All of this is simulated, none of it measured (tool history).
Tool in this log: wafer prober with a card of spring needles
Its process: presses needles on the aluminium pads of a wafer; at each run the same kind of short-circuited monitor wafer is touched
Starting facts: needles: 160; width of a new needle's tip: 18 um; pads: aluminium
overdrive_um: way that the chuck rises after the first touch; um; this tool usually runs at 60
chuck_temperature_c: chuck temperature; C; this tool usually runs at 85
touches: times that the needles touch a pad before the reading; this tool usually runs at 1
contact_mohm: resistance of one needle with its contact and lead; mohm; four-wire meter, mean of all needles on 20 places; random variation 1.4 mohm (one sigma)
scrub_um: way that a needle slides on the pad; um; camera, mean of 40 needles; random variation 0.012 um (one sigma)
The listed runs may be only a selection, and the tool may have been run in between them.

run	hour	overdrive_um	chuck_temperature_c	touches	contact_mohm	scrub_um
1	0.0	60	85	1	130	9.34
# hour 4.0: tips cleaned on abrasive film
# hour 12.1: tips cleaned on abrasive film
# hour 22.0: tips cleaned on abrasive film
2	22.3	60	85	1	129	9.31
# hour 30.3: tips cleaned on abrasive film
# hour 38.3: tips cleaned on abrasive film
# hour 47.2: tips cleaned on abrasive film
3	47.2	60	85	1	128	9.34
# hour 57.1: tips cleaned on abrasive film
# hour 67.1: tips cleaned on abrasive film
4	68.6	60	51	1	123	9.32
# hour 76.6: tips cleaned on abrasive film
# hour 86.3: tips cleaned on abrasive film
# hour 94.4: tips cleaned on abrasive film
# hour 102.4: tips cleaned on abrasive film
5	104.2	60	51	1	122	9.32
# hour 112.2: tips cleaned on abrasive film
# hour 120.2: tips cleaned on abrasive film
# hour 128.2: tips cleaned on abrasive film
# hour 138.1: tips cleaned on abrasive film
6	145.9	60	85	1	128	9.32
# hour 148.0: tips cleaned on abrasive film
# hour 156.0: tips cleaned on abrasive film
# hour 162.0: height of the first contact set anew
# hour 166.1: tips cleaned on abrasive film
# hour 174.1: tips cleaned on abrasive film
# hour 182.1: tips cleaned on abrasive film
7	184.6	60	85	1	127	9.34
# hour 190.6: tips cleaned on abrasive film
# hour 200.4: tips cleaned on abrasive film
# hour 208.4: tips cleaned on abrasive film
# hour 218.4: tips cleaned on abrasive film
8	225.7	60	85	1	127	9.33
# hour 227.8: tips cleaned on abrasive film
# hour 237.8: tips cleaned on abrasive film
# hour 247.5: tips cleaned on abrasive film
9	253.3	60	85	1	130	9.33
# hour 257.3: tips cleaned on abrasive film
# hour 265.4: tips cleaned on abrasive film
# hour 273.4: tips cleaned on abrasive film
10	280.1	60	85	1	128	9.35
# hour 282.2: tips cleaned on abrasive film
# hour 290.2: tips cleaned on abrasive film
# hour 300.0: tips cleaned on abrasive film
# hour 309.1: tips cleaned on abrasive film
11	309.1	60	108	1	132	9.33
# hour 318.8: tips cleaned on abrasive film
# hour 328.6: tips cleaned on abrasive film
# hour 332.9: height of the first contact set anew
# hour 337.2: tips cleaned on abrasive film
12	337.2	60	85	1	128	9.31
# hour 347.2: tips cleaned on abrasive film
# hour 355.2: tips cleaned on abrasive film
13	356.1	60	85	1	128	9.33
# hour 363.8: tips cleaned on abrasive film
# hour 373.5: tips cleaned on abrasive film
# hour 383.0: tips cleaned on abrasive film
14	388.8	60	85	1	127	9.35
# hour 392.6: tips cleaned on abrasive film
# hour 402.6: tips cleaned on abrasive film
# hour 412.3: tips cleaned on abrasive film
15	415.5	60	85	1	128	9.33
# hour 421.5: tips cleaned on abrasive film
# hour 429.6: tips cleaned on abrasive film
# hour 439.4: tips cleaned on abrasive film
16	441.1	54	44	1	125	8.39
# hour 449.1: tips cleaned on abrasive film
# hour 458.8: tips cleaned on abrasive film
17	462.1	60	85	2	128	9.33
# hour 468.1: tips cleaned on abrasive film
# hour 477.8: tips cleaned on abrasive film
18	485.4	76	87	2	123	11.82
# hour 487.5: tips cleaned on abrasive film
# hour 497.4: tips cleaned on abrasive film
# hour 503.6: height of the first contact set anew
# hour 505.7: tips cleaned on abrasive film
19	506.4	76	87	2	126	11.84
# hour 514.4: tips cleaned on abrasive film
# hour 522.4: tips cleaned on abrasive film
# hour 532.4: tips cleaned on abrasive film
# hour 540.4: tips cleaned on abrasive film
20	544.9	76	52	2	119	11.82
# hour 548.8: tips cleaned on abrasive film
# hour 558.7: tips cleaned on abrasive film
# hour 568.6: tips cleaned on abrasive film
# hour 576.6: tips cleaned on abrasive film
21	577.4	76	52	2	117	11.81
# hour 585.3: tips cleaned on abrasive film
# hour 595.3: tips cleaned on abrasive film
# hour 603.3: tips cleaned on abrasive film
22	609.3	47	70	1	131	7.33
# hour 611.3: tips cleaned on abrasive film
# hour 621.1: tips cleaned on abrasive film
# hour 629.1: tips cleaned on abrasive film
23	631.6	74	87	2	125	11.52
# hour 637.6: tips cleaned on abrasive film
# hour 645.6: tips cleaned on abrasive film
# hour 655.6: tips cleaned on abrasive film
# hour 663.6: tips cleaned on abrasive film
24	665.0	46	63	1	131	7.18
# hour 672.9: tips cleaned on abrasive film
# hour 673.2: height of the first contact set anew
# hour 683.2: tips cleaned on abrasive film
# hour 693.2: tips cleaned on abrasive film
25	693.2	46	63	2	129	7.16
# hour 701.2: tips cleaned on abrasive film
# hour 711.0: tips cleaned on abrasive film
# hour 721.0: tips cleaned on abrasive film
# hour 730.9: tips cleaned on abrasive film
26	731.3	60	42	1	120	9.35
# hour 739.3: tips cleaned on abrasive film
# hour 749.0: tips cleaned on abrasive film
27	753.9	59	37	2	122	9.16
# hour 758.0: tips cleaned on abrasive film
# hour 768.0: tips cleaned on abrasive film
# hour 778.0: tips cleaned on abrasive film
# hour 787.8: tips cleaned on abrasive film
28	789.4	70	84	1	124	10.89

4 options for the next run, each taken on its own from the tool as it stands now. Forecast them:
# hour 797.4: tips cleaned on abrasive film
# hour 807.4: tips cleaned on abrasive film
A	813.7	70	28	2	?	?
# hour 797.4: tips cleaned on abrasive film
# hour 807.4: tips cleaned on abrasive film
B	813.7	70	84	3	?	?
# hour 797.4: tips cleaned on abrasive film
# hour 807.4: tips cleaned on abrasive film
C	813.7	59	84	1	?	?
# hour 797.4: tips cleaned on abrasive film
# hour 807.4: tips cleaned on abrasive film
D	813.7	55	84	2	?	?

run	contact_mohm	scrub_um
A	116	10.87
B	125	10.89
C	127	9.17
D	131	8.56
With no hidden state in the tool, these same runs would have given:
run	contact_mohm	scrub_um
A	116	10.87
B	125	10.89
C	126	9.17
D	131	8.56

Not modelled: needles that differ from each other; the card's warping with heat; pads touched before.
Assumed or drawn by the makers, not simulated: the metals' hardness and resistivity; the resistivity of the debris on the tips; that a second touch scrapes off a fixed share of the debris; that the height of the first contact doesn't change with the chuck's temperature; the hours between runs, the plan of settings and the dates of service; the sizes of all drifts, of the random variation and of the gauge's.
